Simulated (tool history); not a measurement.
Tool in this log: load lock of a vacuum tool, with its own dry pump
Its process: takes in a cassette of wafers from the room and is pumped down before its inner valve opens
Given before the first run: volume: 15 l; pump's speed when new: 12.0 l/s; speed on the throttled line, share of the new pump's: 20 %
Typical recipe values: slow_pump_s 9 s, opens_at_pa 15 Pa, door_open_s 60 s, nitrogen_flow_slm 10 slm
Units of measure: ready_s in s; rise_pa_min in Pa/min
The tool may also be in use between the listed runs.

run,hour,slow_pump_s,opens_at_pa,door_open_s,nitrogen_flow_slm,"incoming humidity of the room's air, %",ready_s,rise_pa_min
1,0,9,15,60,10,49.5,19.5,0.087
2,154.1,9,15,60,10,45.4,19.3,0.082
3,305.3,9,15,60,10,46,19.2,0.09
4,425.3,9,15,60,10,45.4,19,0.095
5,568.6,9,15,60,10,45.5,19.1,0.099
6,725.3,9,15,60,10,42.7,19.2,0.099
7,871.5,9,15,60,10,47.3,19.4,0.109
8,1045.7,9,15,60,10,44.9,19.4,0.112
9,1186.1,9,15,34,10,45.8,19.3,0.11
10,1323,9,15,34,10,44.4,19.6,0.108
11,1397.7,9,15,34,10,43.1,19.3,0.112
12,1468,9,15,60,5,43.6,19.5,0.147
13,1589.3,9,15,60,5,49.1,19.7,0.16
14,1731.9,6,15,60,10,45.8,17.7,0.143
15,1860.8,6,15,60,10,41.6,17.2,0.143
16,1991.1,6,15,60,10,46.5,17.3,0.153
17,2095.1,5,15,60,10,47.9,16.6,0.157
18,2173.9,8,15,60,10,42.6,18.8,0.161
19,2264.8,8,15,60,10,45.6,18.7,0.166
20,2365.1,9,10,87,10,47.3,20.2,0.177

For run 21, what comes out?
21,2471.2,9,10,106,7,45.3,?,?

ready_s: 20.3 s
rise_pa_min: 0.198 Pa/min
Without the tool's hidden state the same run would have given ready_s 18.8 s, rise_pa_min 0.086 Pa/min.
